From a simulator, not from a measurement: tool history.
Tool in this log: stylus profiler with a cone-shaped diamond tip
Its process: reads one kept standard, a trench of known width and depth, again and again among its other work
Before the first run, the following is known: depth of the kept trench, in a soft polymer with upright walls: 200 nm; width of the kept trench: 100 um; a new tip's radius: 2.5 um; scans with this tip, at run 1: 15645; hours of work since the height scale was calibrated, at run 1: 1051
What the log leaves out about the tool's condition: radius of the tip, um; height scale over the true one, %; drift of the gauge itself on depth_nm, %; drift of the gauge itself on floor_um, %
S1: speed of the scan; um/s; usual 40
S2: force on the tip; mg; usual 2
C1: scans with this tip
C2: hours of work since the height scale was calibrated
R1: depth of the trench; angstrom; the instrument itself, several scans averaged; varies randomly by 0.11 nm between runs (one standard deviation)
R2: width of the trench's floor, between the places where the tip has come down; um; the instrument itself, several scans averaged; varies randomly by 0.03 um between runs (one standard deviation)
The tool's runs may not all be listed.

{"run": 1, "hour": 0.0, "S1": 40, "S2": 2, "C1": 15645, "C2": 1051, "R1": 2003.8, "R2": 97.21}
{"run": 2, "hour": 31.7, "S1": 40, "S2": 1.13, "C1": 15986, "C2": 1074, "R1": 2000.5, "R2": 97.07}
{"run": 3, "hour": 69.8, "S1": 40, "S2": 1.13, "C1": 16395, "C2": 1102, "R1": 1999.4, "R2": 97.05}
{"run": 4, "hour": 96.8, "S1": 40, "S2": 2.97, "C1": 16685, "C2": 1121, "R1": 2008.3, "R2": 97.19}
{"run": 5, "hour": 133.8, "S1": 40, "S2": 2.97, "C1": 17083, "C2": 1148, "R1": 2006.4, "R2": 97.19}
{"run": 6, "hour": 159.6, "S1": 40, "S2": 2.97, "C1": 17360, "C2": 1167, "R1": 2007.4, "R2": 97.16}
{"run": 7, "hour": 195.5, "S1": 40, "S2": 2, "C1": 17746, "C2": 1193, "R1": 2001.7, "R2": 97.09}
{"run": 8, "hour": 235.5, "S1": 40, "S2": 2, "C1": 18175, "C2": 1221, "R1": 2003.4, "R2": 97.09}
{"run": 9, "hour": 262.7, "S1": 40, "S2": 2, "C1": 18467, "C2": 1241, "R1": 2003.4, "R2": 97.05}
{"run": 10, "hour": 280.1, "S1": 51, "S2": 2, "C1": 18655, "C2": 1254, "R1": 2001.3, "R2": 96.99}
{"run": 11, "hour": 308.3, "S1": 51, "S2": 2, "C1": 18957, "C2": 1274, "R1": 2002.4, "R2": 96.99}
{"run": 12, "hour": 335.7, "S1": 12, "S2": 5.08, "C1": 19251, "C2": 1294, "R1": 2012.5, "R2": 97.24}
{"run": 13, "hour": 366.6, "S1": 25, "S2": 1.13, "C1": 19583, "C2": 1316, "R1": 1995.1, "R2": 97.08}
{"run": 14, "hour": 407.2, "S1": 25, "S2": 1.13, "C1": 20020, "C2": 1345, "R1": 1998, "R2": 97.04}
{"run": 15, "hour": 445.6, "S1": 25, "S2": 1.13, "C1": 20432, "C2": 1373, "R1": 1999, "R2": 97.02}
{"run": 16, "hour": 484.5, "S1": 49, "S2": 0.71, "C1": 20850, "C2": 1401, "R1": 1994.7, "R2": 96.7}
{"run": 17, "hour": 523.4, "S1": 11, "S2": 0.67, "C1": 21268, "C2": 1429, "R1": 1992.4, "R2": 97.09}
{"run": 18, "hour": 544.2, "S1": 60, "S2": 0.73, "C1": 21492, "C2": 1444, "R1": 1994.2, "R2": 96.64}
{"run": 19, "hour": 575.4, "S1": 19, "S2": 1.04, "C1": 21827, "C2": 1467, "R1": 1994.5, "R2": 97}

3 options for the next run, each taken on its own from the tool as it stands now. Forecast them:
{"run": "A", "hour": 603.6, "S1": 40, "S2": 1.47, "C1": 22129, "C2": 1487, "R1": "?", "R2": "?"}
{"run": "B", "hour": 603.6, "S1": 40, "S2": 5.81, "C1": 22129, "C2": 1487, "R1": "?", "R2": "?"}
{"run": "C", "hour": 603.6, "S1": 40, "S2": 5.79, "C1": 22129, "C2": 1487, "R1": "?", "R2": "?"}

run=A R1=1996.9 R2=96.94
run=B R1=2014 R2=97.08
run=C R1=2015.6 R2=97.08
Without the tool's hidden state the same runs would have given:
run=A R1=2010.4 R2=97.8
run=B R1=2027.7 R2=97.93
run=C R1=2029.3 R2=97.94
